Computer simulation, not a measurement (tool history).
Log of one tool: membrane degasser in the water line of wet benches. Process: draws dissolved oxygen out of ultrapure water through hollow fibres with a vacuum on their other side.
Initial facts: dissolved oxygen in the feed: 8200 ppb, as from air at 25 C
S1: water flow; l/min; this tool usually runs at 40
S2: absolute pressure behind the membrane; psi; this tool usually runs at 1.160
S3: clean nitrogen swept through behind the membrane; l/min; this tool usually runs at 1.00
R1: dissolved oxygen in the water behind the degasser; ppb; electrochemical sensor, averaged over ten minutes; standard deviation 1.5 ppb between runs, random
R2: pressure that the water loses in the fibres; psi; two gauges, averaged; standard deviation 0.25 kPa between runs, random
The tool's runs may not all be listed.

run,hour,S1,S2,S3,R1,R2
1,0.0,40,1.160,1.00,386.6,9.549
2,183.4,40,1.160,1.00,384.1,9.558
3,429.0,40,1.160,1.00,384.4,9.465
4,665.4,40,1.160,1.00,386.5,9.461
5,969.8,40,1.160,1.00,383.0,9.448
6,1120.5,40,1.160,1.00,386.7,9.458
7,1384.3,40,1.160,1.00,385.5,9.462
8,1665.4,40,0.772,1.00,180.7,9.471
9,1846.1,40,0.772,1.50,134.7,9.487
10,2175.8,31,1.160,1.00,306.6,7.310
# hour 2213.3: vacuum gauge calibrated
# hour 2442.0: seals of the vacuum lines changed
11,2444.2,40,1.262,1.00,436.5,9.425
12,2744.6,38,1.262,1.00,417.9,8.926
13,3025.5,40,1.160,1.00,383.2,9.358
14,3371.0,40,1.160,1.00,383.9,9.413
15,3648.3,40,2.344,1.31,776.9,9.414
16,3947.4,40,2.344,1.31,784.1,9.445
17,4278.9,40,2.344,1.31,778.7,9.384

For run 18, what comes out?
18,4606.9,58,0.786,1.31,?,?

Run 18 gave R1 246.3 ppb, R2 13.613 psi.
Were there no unlogged condition in the tool, this run, its random variation unchanged, would have produced R1 245.9 ppb, R2 13.783 psi.
